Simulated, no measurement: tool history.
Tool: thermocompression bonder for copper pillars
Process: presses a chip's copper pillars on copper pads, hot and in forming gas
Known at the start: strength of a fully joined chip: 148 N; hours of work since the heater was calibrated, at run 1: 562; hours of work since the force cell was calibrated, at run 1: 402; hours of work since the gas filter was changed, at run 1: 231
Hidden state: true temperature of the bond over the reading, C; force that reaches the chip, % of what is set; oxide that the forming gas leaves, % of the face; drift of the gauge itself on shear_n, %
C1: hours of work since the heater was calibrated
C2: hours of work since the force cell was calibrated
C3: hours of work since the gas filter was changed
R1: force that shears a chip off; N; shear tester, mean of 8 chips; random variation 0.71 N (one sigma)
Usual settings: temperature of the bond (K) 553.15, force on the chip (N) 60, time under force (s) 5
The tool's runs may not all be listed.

run 1 hour=0.0 | temperature_of_the_bond_(K)=553.15 force_on_the_chip_(N)=60 time_under_force_(s)=5 | C1=562 C2=402 C3=231 | R1=75.1
run 2 hour=11.8 | temperature_of_the_bond_(K)=553.15 force_on_the_chip_(N)=60 time_under_force_(s)=5 | C1=568 C2=408 C3=237 | R1=75.6
run 3 hour=25.9 | temperature_of_the_bond_(K)=553.15 force_on_the_chip_(N)=60 time_under_force_(s)=5 | C1=576 C2=415 C3=244 | R1=75.5
run 4 hour=44.1 | temperature_of_the_bond_(K)=553.15 force_on_the_chip_(N)=56 time_under_force_(s)=5 | C1=585 C2=424 C3=253 | R1=72.9
run 5 hour=63.3 | temperature_of_the_bond_(K)=553.15 force_on_the_chip_(N)=60 time_under_force_(s)=10 | C1=594 C2=434 C3=263 | R1=93.3
-- hour=67.4 heater calibrated with a thermocouple chip
run 6 hour=91.7 | temperature_of_the_bond_(K)=553.15 force_on_the_chip_(N)=60 time_under_force_(s)=5 | C1=12 C2=448 C3=277 | R1=78.4
-- hour=113.7 heater calibrated with a thermocouple chip, once more
run 7 hour=116.2 | temperature_of_the_bond_(K)=553.15 force_on_the_chip_(N)=60 time_under_force_(s)=5 | C1=1 C2=459 C3=288 | R1=70.7
run 8 hour=134.9 | temperature_of_the_bond_(K)=553.15 force_on_the_chip_(N)=60 time_under_force_(s)=5 | C1=11 C2=468 C3=297 | R1=72.4
run 9 hour=160.8 | temperature_of_the_bond_(K)=578.15 force_on_the_chip_(N)=63 time_under_force_(s)=3 | C1=24 C2=482 C3=311 | R1=79.9
run 10 hour=183.9 | temperature_of_the_bond_(K)=554.15 force_on_the_chip_(N)=52 time_under_force_(s)=8 | C1=36 C2=493 C3=322 | R1=80.5
run 11 hour=208.4 | temperature_of_the_bond_(K)=550.15 force_on_the_chip_(N)=70 time_under_force_(s)=8 | C1=48 C2=506 C3=335 | R1=85.6
run 12 hour=222.4 | temperature_of_the_bond_(K)=550.15 force_on_the_chip_(N)=70 time_under_force_(s)=8 | C1=55 C2=513 C3=342 | R1=86.1
run 13 hour=234.4 | temperature_of_the_bond_(K)=540.15 force_on_the_chip_(N)=56 time_under_force_(s)=12 | C1=61 C2=519 C3=348 | R1=80.3

Forecast each of these 5 alternatives for the next run:
run A hour=247.1 | temperature_of_the_bond_(K)=553.15 force_on_the_chip_(N)=73 time_under_force_(s)=5 | C1=68 C2=525 C3=354 | R1=?
run B hour=247.1 | temperature_of_the_bond_(K)=558.15 force_on_the_chip_(N)=44 time_under_force_(s)=3 | C1=68 C2=525 C3=354 | R1=?
run C hour=247.1 | temperature_of_the_bond_(K)=540.15 force_on_the_chip_(N)=51 time_under_force_(s)=12 | C1=68 C2=525 C3=354 | R1=?
run D hour=247.1 | temperature_of_the_bond_(K)=553.15 force_on_the_chip_(N)=55 time_under_force_(s)=5 | C1=68 C2=525 C3=354 | R1=?
run E hour=247.1 | temperature_of_the_bond_(K)=540.15 force_on_the_chip_(N)=86 time_under_force_(s)=4 | C1=68 C2=525 C3=354 | R1=?

run=A R1=77.5
run=B R1=53.9
run=C R1=78.0
run=D R1=69.3
run=E R1=66.4
Without the tool's hidden state the same runs would have given:
run=A R1=80.9
run=B R1=56.4
run=C R1=81.5
run=D R1=72.4
run=E R1=69.4
